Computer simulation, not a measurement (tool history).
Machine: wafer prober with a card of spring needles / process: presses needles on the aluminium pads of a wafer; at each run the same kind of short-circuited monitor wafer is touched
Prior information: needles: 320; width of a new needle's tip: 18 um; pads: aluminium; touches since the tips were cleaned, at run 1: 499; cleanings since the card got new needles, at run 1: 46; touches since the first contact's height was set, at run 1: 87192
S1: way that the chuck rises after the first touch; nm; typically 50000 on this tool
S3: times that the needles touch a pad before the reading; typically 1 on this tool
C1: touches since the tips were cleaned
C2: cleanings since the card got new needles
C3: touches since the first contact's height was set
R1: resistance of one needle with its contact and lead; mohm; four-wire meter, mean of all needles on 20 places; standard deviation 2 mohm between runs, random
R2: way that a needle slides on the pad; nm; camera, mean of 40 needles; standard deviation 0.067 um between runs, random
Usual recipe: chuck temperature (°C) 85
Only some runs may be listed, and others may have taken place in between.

{"run": 1, "day": 0.0, "S1": 50000, "chuck temperature (°C)": 85, "S3": 1, "C1": 499, "C2": 46, "C3": 87192, "R1": 233, "R2": 13470}
{"day": 0.55, "done": "tips cleaned on abrasive film"}
{"run": 2, "day": 0.55, "S1": 50000, "chuck temperature (°C)": 85, "S3": 1, "C1": 0, "C2": 47, "C3": 92447, "R1": 229, "R2": 13460}
{"day": 1.138, "done": "tips cleaned on abrasive film"}
{"run": 3, "day": 1.383, "S1": 50000, "chuck temperature (°C)": 85, "S3": 1, "C1": 2334, "C2": 48, "C3": 100417, "R1": 272, "R2": 13600}
{"day": 1.804, "done": "tips cleaned on abrasive film"}
{"run": 4, "day": 2.112, "S1": 50000, "chuck temperature (°C)": 66, "S3": 1, "C1": 2955, "C2": 49, "C3": 107401, "R1": 282, "R2": 13610}
{"day": 2.45, "done": "tips cleaned on abrasive film"}
{"day": 2.804, "done": "height of the first contact set anew"}
{"day": 3.067, "done": "tips cleaned on abrasive film"}
{"run": 5, "day": 3.15, "S1": 50000, "chuck temperature (°C)": 66, "S3": 1, "C1": 813, "C2": 51, "C3": 3298, "R1": 237, "R2": 13900}
{"day": 3.692, "done": "tips cleaned on abrasive film"}
{"run": 6, "day": 4.233, "S1": 50000, "chuck temperature (°C)": 66, "S3": 1, "C1": 5210, "C2": 52, "C3": 13675, "R1": 302, "R2": 13890}
{"day": 4.304, "done": "tips cleaned on abrasive film"}
{"day": 4.925, "done": "tips cleaned on abrasive film"}
{"run": 7, "day": 4.925, "S1": 50000, "chuck temperature (°C)": 66, "S3": 1, "C1": 0, "C2": 54, "C3": 20274, "R1": 220, "R2": 13770}
{"day": 5.529, "done": "tips cleaned on abrasive film"}
{"run": 8, "day": 5.958, "S1": 67000, "chuck temperature (°C)": 41, "S3": 1, "C1": 4166, "C2": 55, "C3": 30186, "R1": 242, "R2": 18450}
{"day": 6.179, "done": "tips cleaned on abrasive film"}
{"run": 9, "day": 6.592, "S1": 67000, "chuck temperature (°C)": 96, "S3": 1, "C1": 3947, "C2": 56, "C3": 36217, "R1": 251, "R2": 18390}
{"day": 6.821, "done": "tips cleaned on abrasive film"}
{"run": 10, "day": 7.25, "S1": 46000, "chuck temperature (°C)": 115, "S3": 2, "C1": 4142, "C2": 57, "C3": 42546, "R1": 284, "R2": 12710}

5 options for the next run, each taken on its own from the tool as it stands now. Forecast them:
{"day": 7.425, "done": "tips cleaned on abrasive film"}
{"day": 8.062, "done": "tips cleaned on abrasive film"}
{"run": "A", "day": 8.183, "S1": 46000, "chuck temperature (°C)": 115, "S3": 1, "C1": 1169, "C2": 59, "C3": 51448, "R1": "?", "R2": "?"}
{"day": 7.425, "done": "tips cleaned on abrasive film"}
{"day": 8.062, "done": "tips cleaned on abrasive film"}
{"run": "B", "day": 8.183, "S1": 60000, "chuck temperature (°C)": 85, "S3": 1, "C1": 1169, "C2": 59, "C3": 51448, "R1": "?", "R2": "?"}
{"day": 7.425, "done": "tips cleaned on abrasive film"}
{"day": 8.062, "done": "tips cleaned on abrasive film"}
{"run": "C", "day": 8.183, "S1": 46000, "chuck temperature (°C)": 65, "S3": 1, "C1": 1169, "C2": 59, "C3": 51448, "R1": "?", "R2": "?"}
{"day": 7.425, "done": "tips cleaned on abrasive film"}
{"day": 8.062, "done": "tips cleaned on abrasive film"}
{"run": "D", "day": 8.183, "S1": 46000, "chuck temperature (°C)": 58, "S3": 1, "C1": 1169, "C2": 59, "C3": 51448, "R1": "?", "R2": "?"}
{"day": 7.425, "done": "tips cleaned on abrasive film"}
{"day": 8.062, "done": "tips cleaned on abrasive film"}
{"run": "E", "day": 8.183, "S1": 34000, "chuck temperature (°C)": 59, "S3": 2, "C1": 1169, "C2": 59, "C3": 51448, "R1": "?", "R2": "?"}

run=A R1=272 R2=12600
run=B R1=238 R2=16410
run=C R1=260 R2=12580
run=D R1=262 R2=12640
run=E R1=284 R2=9260
What these runs would have given with no unlogged condition in the tool:
run=A R1=224 R2=12820
run=B R1=207 R2=16630
run=C R1=209 R2=12800
run=D R1=210 R2=12860
run=E R1=226 R2=9480

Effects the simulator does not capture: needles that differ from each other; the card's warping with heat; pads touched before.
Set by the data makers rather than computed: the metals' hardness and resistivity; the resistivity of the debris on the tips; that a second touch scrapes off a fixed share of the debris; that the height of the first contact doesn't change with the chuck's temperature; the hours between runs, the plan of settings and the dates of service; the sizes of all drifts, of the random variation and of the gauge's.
